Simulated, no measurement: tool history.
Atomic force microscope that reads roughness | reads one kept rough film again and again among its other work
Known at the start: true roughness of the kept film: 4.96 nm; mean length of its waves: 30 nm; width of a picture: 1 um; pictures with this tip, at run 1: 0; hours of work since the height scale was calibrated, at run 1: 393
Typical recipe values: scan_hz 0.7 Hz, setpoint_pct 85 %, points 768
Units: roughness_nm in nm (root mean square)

| run | hour | scan_hz | setpoint_pct | points | pictures with this tip | hours of work since the height scale was calibrated | roughness_nm |
|---|---|---|---|---|---|---|---|
| 1 | 0.0 | 0.7 | 85 | 768 | 0 | 393 | 3.656 |
| 2 | 16.6 | 0.7 | 77 | 768 | 26 | 404 | 3.338 |
| 3 | 44.7 | 0.7 | 77 | 768 | 69 | 423 | 2.700 |
|  | 49.8 | new tip fitted |
| 4 | 58.4 | 0.7 | 60 | 768 | 13 | 432 | 3.658 |
| 5 | 74.3 | 0.7 | 60 | 368 | 38 | 442 | 3.281 |
| 6 | 86.5 | 0.7 | 85 | 346 | 56 | 450 | 2.824 |
|  | 97.7 | new tip fitted |
| 7 | 114.2 | 0.7 | 85 | 346 | 25 | 468 | 3.195 |
| 8 | 139.3 | 0.7 | 88 | 768 | 63 | 485 | 2.706 |
|  | 145.8 | new tip fitted |
| 9 | 168.0 | 0.7 | 88 | 768 | 34 | 504 | 3.074 |
| 10 | 191.4 | 0.7 | 88 | 768 | 70 | 520 | 2.636 |
|  | 194.3 | new tip fitted |
| 11 | 216.1 | 0.7 | 88 | 768 | 34 | 536 | 3.018 |
| 12 | 240.0 | 0.7 | 88 | 768 | 70 | 552 | 2.582 |
|  | 242.7 | new tip fitted |
| 13 | 254.5 | 0.7 | 61 | 768 | 18 | 561 | 3.552 |
| 14 | 278.9 | 0.7 | 61 | 768 | 55 | 577 | 2.989 |
|  | 291.7 | new tip fitted |
| 15 | 294.0 | 0.7 | 85 | 758 | 3 | 587 | 3.601 |
| 16 | 317.0 | 0.7 | 85 | 758 | 39 | 602 | 2.999 |
| 17 | 338.6 | 0.7 | 85 | 758 | 72 | 616 | 2.618 |
|  | 341.3 | new tip fitted |
| 18 | 366.6 | 0.7 | 85 | 758 | 39 | 635 | 3.017 |
|  | 390.1 | new tip fitted |
| 19 | 393.2 | 0.7 | 85 | 758 | 5 | 652 | 3.674 |
| 20 | 420.1 | 0.7 | 69 | 768 | 46 | 670 | 3.190 |
|  | 438.2 | new tip fitted |
| 21 | 443.0 | 0.7 | 78 | 405 | 8 | 685 | 3.590 |

Run 22, settings as shown, results not yet in. Your forecast:
| 22 | 460.1 | 0.7 | 78 | 405 | 34 | 696 | ? |

Logged for run 22: roughness_nm 3.151 nm (root mean square).
Take away the tool's hidden state, keep the run-to-run variation as it was, and the same run would have given roughness_nm 3.824 nm (root mean square).
